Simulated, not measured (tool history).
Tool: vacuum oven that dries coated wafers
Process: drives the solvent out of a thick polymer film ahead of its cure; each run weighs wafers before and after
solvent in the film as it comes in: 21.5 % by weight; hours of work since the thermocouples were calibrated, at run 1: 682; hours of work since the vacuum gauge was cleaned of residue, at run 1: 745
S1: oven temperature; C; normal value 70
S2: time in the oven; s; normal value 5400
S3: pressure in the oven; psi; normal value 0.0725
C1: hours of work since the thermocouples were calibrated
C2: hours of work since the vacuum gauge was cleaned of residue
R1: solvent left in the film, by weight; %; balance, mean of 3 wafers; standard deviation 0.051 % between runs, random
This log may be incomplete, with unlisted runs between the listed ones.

run   hour  S1    S2      S3   C1    C2    R1
  1    0.0  70  5400  0.0725  682   745  1.37
  2   27.2  70  5400  0.1394  698   761  1.65
  3   59.4  58  5400  0.0725  716   779  5.43
  4   77.4  58  5400  0.0725  726   790  5.48
  5  109.3  58  5400  0.0725  745   808  5.53
  6  128.6  70  5400  0.0667  756   819  1.30
  7  156.0  70  5400  0.0725  772   835  1.40
     160.0  -- oven's thermocouples calibrated
  8  171.9  70  5400  0.0725    7   843  1.45
  9  198.5  70  5400  0.0725   22   858  1.45
 10  221.7  70  5400  0.2505   35   871  2.42
 11  245.2  70  5400  0.2505   49   885  2.41
 12  266.1  70  5400  0.2505   61   897  2.45
 13  288.1  70  5400  0.2505   74   910  2.61
 14  314.0  70  5400  0.2505   89   925  2.50
 15  327.6  60  8940  0.2505   96   932  3.99
     334.9  -- oven's thermocouples calibrated, once more
 16  353.4  60  8940  0.2505   11   946  3.66
 17  378.0  60  8940  0.2505   25   960  3.66
 18  408.5  60  8940  0.2505   42   978  3.64
 19  424.3  60  8940  0.2505   51   987  3.64
 20  442.5  75  3600  0.0721   62   997  1.21
 21  457.0  75  3600  0.0721   70  1005  1.17
 22  477.0  75  3600  0.0721   82  1017  1.24
 23  508.8  75  3600  0.0721  100  1035  1.21
 24  537.5  75  4680  0.0538  116  1052  0.79
 25  561.0  76  5400  0.0725  130  1065  0.70

Here are 5 independent what-if runs from the current tool condition. What would each one return?
  A  585.3  76  3300  0.0725  144  1079   ?
  B  585.3  61  2760  0.1159  144  1079   ?
  C  585.3  62  5700  0.0848  144  1079   ?
  D  585.3  76  3480  0.1485  144  1079   ?
  E  585.3  76  7680  0.0674  144  1079   ?

run    R1
  A  1.32
  B  7.89
  C  3.40
  D  1.54
  E  0.56
With no hidden state in the tool, these same runs would have given:
run    R1
  A  1.07
  B  7.62
  C  2.98
  D  1.28
  E  0.27
